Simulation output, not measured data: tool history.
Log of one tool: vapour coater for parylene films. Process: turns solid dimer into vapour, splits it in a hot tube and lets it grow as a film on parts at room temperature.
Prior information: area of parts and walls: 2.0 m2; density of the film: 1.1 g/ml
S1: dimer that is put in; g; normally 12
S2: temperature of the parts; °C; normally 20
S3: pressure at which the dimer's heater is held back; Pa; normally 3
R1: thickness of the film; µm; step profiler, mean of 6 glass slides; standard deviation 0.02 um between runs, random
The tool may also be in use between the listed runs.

Run 1, day 0: usual settings. Result: R1 3.92 µm.
Run 2, day 0.942: usual settings. Result: R1 3.91 µm.
Run 3, day 1.633: usual settings but S1 13 g. Result: R1 4.27 µm.
Run 4, day 2.408: usual settings but S2 12 °C. Result: R1 4.5 µm.
Run 5, day 3.346: usual settings but S1 20 g. Result: R1 6.51 µm.
Run 6, day 4.667: usual settings but S1 20 g. Result: R1 6.48 µm.
Run 7, day 5.971: usual settings but S1 20 g. Result: R1 6.53 µm.
Run 8, day 6.775: usual settings. Result: R1 3.89 µm.
Run 9, day 8.092: usual settings. Result: R1 3.85 µm.
Run 10, day 9.158: usual settings but S1 5 g. Result: R1 1.61 µm.
Run 11, day 10.138: usual settings but S1 5 g. Result: R1 1.6 µm.
Run 12, day 11.046: usual settings but S1 5 g. Result: R1 1.6 µm.
Run 13, day 12.008: usual settings but S1 5 g. Result: R1 1.6 µm.
Run 14, day 12.712: usual settings but S1 5 g. Result: R1 1.59 µm.
At day 13.212: table's thermometer calibrated.
Run 15, day 14.129: usual settings but S1 5 g. Result: R1 1.55 µm.
Run 16, day 15.188: usual settings but S1 7 g, S2 14 °C, S3 4.49 Pa. Result: R1 2.26 µm.
Run 17, day 16.388: usual settings but S1 8 g, S2 24 °C, S3 11.78 Pa. Result: R1 1.93 µm.
Run 18, day 17.692: usual settings but S1 5 g. Result: R1 1.53 µm.
At day 18.362: trap's valve overhauled.
Run 19, day 18.996: usual settings but S1 5 g. Result: R1 1.66 µm.
Run 20, day 19.796: usual settings but S1 9 g. Result: R1 3.01 µm.
Run 21, day 20.512: usual settings but S1 22 g, S2 17 °C, S3 3.24 Pa. Result: R1 7.58 µm.
Run 22, day 21.125: usual settings but S1 21 g, S2 22 °C, S3 3.24 Pa. Result: R1 6.66 µm.
Run 23, day 22.417: usual settings but S1 21 g, S2 19 °C, S3 8.59 Pa. Result: R1 6.11 µm.
Run 24, day 23.167: usual settings but S1 18 g, S3 8.01 Pa. Result: R1 5.16 µm.
Run 25, day 23.808: usual settings but S2 18 °C, S3 4.5 Pa. Result: R1 3.84 µm.
Run 26, day 25.233: usual settings but S2 14 °C, S3 2.15 Pa. Result: R1 4.5 µm.
Run 27, day 26.454: usual settings but S2 14 °C, S3 2.15 Pa. Result: R1 4.53 µm.

Some steps in R1, run to run, broken into two amounts with sign: the step expected even without the hidden condition (settings, incoming material, random variation), and the rest, left for the hidden condition together with whatever gauge scatter is not in both the measured and the hidden-condition-free result:
The tool's hidden condition here consists of: vapour lost through the trap's worn valve, %; true temperature of the parts over the reading, C; drift of the gauge itself on film_um, %.
Run 7 -> 8: S1 20 -> 12. R1 -2.64 µm: hidden state +0.09, all else -2.73.
Run 9 -> 10: S1 12 -> 5. R1 -2.24 µm: hidden state +0.1, all else -2.34.
Run 18 -> 19: trap's valve overhauled. R1 +0.13 µm: hidden state +0.13, all else +0.
Run 20 -> 21: S1 9 -> 22, S2 20 -> 17, S3 3 -> 3.24. R1 +4.57 µm: hidden state -0.06, all else +4.63.
